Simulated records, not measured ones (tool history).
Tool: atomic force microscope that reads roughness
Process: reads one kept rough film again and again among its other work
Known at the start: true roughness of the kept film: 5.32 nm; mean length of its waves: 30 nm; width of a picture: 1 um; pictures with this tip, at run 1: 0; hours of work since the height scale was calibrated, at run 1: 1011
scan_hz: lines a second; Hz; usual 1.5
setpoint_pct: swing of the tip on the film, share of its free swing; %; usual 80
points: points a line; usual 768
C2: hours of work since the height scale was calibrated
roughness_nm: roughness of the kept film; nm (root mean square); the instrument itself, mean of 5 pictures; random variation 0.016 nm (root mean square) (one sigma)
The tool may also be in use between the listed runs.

Run 1, day 0: usual settings; pictures with this tip 0; C2 1011. Result: roughness_nm 4.033 nm (root mean square).
Run 2, day 2.212: usual settings; pictures with this tip 64; C2 1036. Result: roughness_nm 4.007 nm (root mean square).
Run 3, day 3.533: usual settings; pictures with this tip 102; C2 1052. Result: roughness_nm 3.998 nm (root mean square).
Run 4, day 5.512: usual settings; pictures with this tip 159; C2 1074. Result: roughness_nm 3.967 nm (root mean square).
Run 5, day 6.721: usual settings; pictures with this tip 194; C2 1088. Result: roughness_nm 3.99 nm (root mean square).
Run 6, day 8.2: usual settings but scan_hz 3.4 Hz; pictures with this tip 237; C2 1105. Result: roughness_nm 3.648 nm (root mean square).
At day 9.933: new tip fitted.
Run 7, day 10.033: usual settings but scan_hz 3.4 Hz; pictures with this tip 3; C2 1126. Result: roughness_nm 3.674 nm (root mean square).
Run 8, day 11.329: usual settings; pictures with this tip 41; C2 1141. Result: roughness_nm 3.994 nm (root mean square).
Run 9, day 12.658: usual settings but scan_hz 3.17 Hz, setpoint_pct 74 %; pictures with this tip 79; C2 1156. Result: roughness_nm 3.852 nm (root mean square).
Run 10, day 14.321: usual settings but scan_hz 0.5 Hz, setpoint_pct 70 %, points 341; pictures with this tip 127; C2 1175. Result: roughness_nm 4.191 nm (root mean square).
Run 11, day 16.179: usual settings but setpoint_pct 77 %, points 334; pictures with this tip 181; C2 1197. Result: roughness_nm 3.994 nm (root mean square).
Run 12, day 17.408: usual settings but scan_hz 3.79 Hz, setpoint_pct 58 %, points 259; pictures with this tip 217; C2 1211. Result: roughness_nm 4.019 nm (root mean square).
Run 13, day 18.338: usual settings but scan_hz 2.95 Hz, setpoint_pct 64 %, points 456; pictures with this tip 244; C2 1221. Result: roughness_nm 4.038 nm (root mean square).
At day 19.846: new tip fitted.
Run 14, day 19.854: usual settings; pictures with this tip 0; C2 1239. Result: roughness_nm 4.004 nm (root mean square).
Run 15, day 21.729: usual settings but scan_hz 2.12 Hz, setpoint_pct 72 %; pictures with this tip 54; C2 1260. Result: roughness_nm 4.01 nm (root mean square).
Run 16, day 23.95: usual settings but scan_hz 2.12 Hz, setpoint_pct 72 %; pictures with this tip 118; C2 1286. Result: roughness_nm 3.984 nm (root mean square).

5 ways to go on from here, each from the tool as it stands after run 16. What would each give?
Run A, day 26.15: usual settings but setpoint_pct 58 %, points 374; pictures with this tip 182; C2 1311. Result: roughness_nm ?.
Run B, day 26.15: usual settings but scan_hz 2.12 Hz, setpoint_pct 88 %, points 298; pictures with this tip 182; C2 1311. Result: roughness_nm ?.
Run C, day 26.15: usual settings but scan_hz 1.27 Hz, setpoint_pct 59 %, points 460; pictures with this tip 182; C2 1311. Result: roughness_nm ?.
Run D, day 26.15: usual settings but scan_hz 0.58 Hz, setpoint_pct 55 %, points 309; pictures with this tip 182; C2 1311. Result: roughness_nm ?.
Run E, day 26.15: usual settings but scan_hz 2.12 Hz, setpoint_pct 72 %; pictures with this tip 182; C2 1311. Result: roughness_nm ?.

run  roughness_nm
  A         4.171
  B         3.667
  C         4.214
  D         4.208
  E         4.016
Without the tool's hidden state the same runs would have given:
run  roughness_nm
  A         4.181
  B         3.675
  C         4.223
  D         4.218
  E         4.025
